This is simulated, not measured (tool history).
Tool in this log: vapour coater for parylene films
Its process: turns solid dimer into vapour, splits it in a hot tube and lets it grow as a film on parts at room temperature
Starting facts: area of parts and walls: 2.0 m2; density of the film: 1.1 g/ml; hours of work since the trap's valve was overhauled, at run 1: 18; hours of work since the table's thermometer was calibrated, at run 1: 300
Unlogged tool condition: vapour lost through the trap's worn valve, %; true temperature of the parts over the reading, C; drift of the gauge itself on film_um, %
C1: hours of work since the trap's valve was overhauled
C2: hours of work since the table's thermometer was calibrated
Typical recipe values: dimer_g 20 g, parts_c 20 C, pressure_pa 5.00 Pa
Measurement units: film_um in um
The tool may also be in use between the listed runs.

run 1 hour=0.0 | dimer_g=20 parts_c=20 pressure_pa=5.00 | C1=18 C2=300 | film_um=6.35
run 2 hour=15.1 | dimer_g=20 parts_c=20 pressure_pa=5.00 | C1=26 C2=308 | film_um=6.37
run 3 hour=24.9 | dimer_g=28 parts_c=20 pressure_pa=5.00 | C1=31 C2=313 | film_um=8.94
run 4 hour=37.5 | dimer_g=20 parts_c=31 pressure_pa=5.00 | C1=37 C2=319 | film_um=4.78
run 5 hour=55.0 | dimer_g=20 parts_c=31 pressure_pa=5.00 | C1=47 C2=328 | film_um=4.78
run 6 hour=67.8 | dimer_g=20 parts_c=31 pressure_pa=5.00 | C1=53 C2=335 | film_um=4.71
run 7 hour=78.6 | dimer_g=20 parts_c=31 pressure_pa=5.00 | C1=59 C2=341 | film_um=4.75
run 8 hour=97.5 | dimer_g=20 parts_c=21 pressure_pa=5.00 | C1=68 C2=350 | film_um=6.16
run 9 hour=113.2 | dimer_g=20 parts_c=21 pressure_pa=5.00 | C1=77 C2=358 | film_um=6.12
run 10 hour=123.1 | dimer_g=20 parts_c=27 pressure_pa=5.00 | C1=82 C2=364 | film_um=5.24
run 11 hour=133.8 | dimer_g=20 parts_c=20 pressure_pa=2.78 | C1=87 C2=369 | film_um=6.48
run 12 hour=146.7 | dimer_g=20 parts_c=20 pressure_pa=2.78 | C1=94 C2=376 | film_um=6.44
run 13 hour=159.7 | dimer_g=20 parts_c=20 pressure_pa=2.75 | C1=101 C2=382 | film_um=6.49
run 14 hour=169.6 | dimer_g=28 parts_c=20 pressure_pa=2.23 | C1=106 C2=388 | film_um=9.15
run 15 hour=187.1 | dimer_g=8 parts_c=20 pressure_pa=2.23 | C1=115 C2=397 | film_um=2.64
run 16 hour=199.8 | dimer_g=20 parts_c=13 pressure_pa=5.00 | C1=121 C2=403 | film_um=7.47
run 17 hour=211.0 | dimer_g=17 parts_c=13 pressure_pa=8.73 | C1=127 C2=409 | film_um=6.17
run 18 hour=218.9 | dimer_g=18 parts_c=19 pressure_pa=10.55 | C1=131 C2=413 | film_um=5.53
run 19 hour=234.7 | dimer_g=18 parts_c=19 pressure_pa=10.55 | C1=139 C2=421 | film_um=5.53
run 20 hour=249.6 | dimer_g=16 parts_c=30 pressure_pa=4.17 | C1=147 C2=429 | film_um=3.87

Some steps in film_um between neighbouring runs. How much of each would the tool show without its hidden state too (settings, what came in, random variation), and how much is left for the hidden state, with any gauge scatter that isn't in both results?
Run 14 -> 15: dimer_g 28 -> 8. film_um -6.51 um: hidden state +0.07, all else -6.58.
Run 15 -> 16: dimer_g 8 -> 20, parts_c 20 -> 13, pressure_pa 2.23 -> 5.00. film_um +4.83 um: hidden state -0.07, all else +4.90.
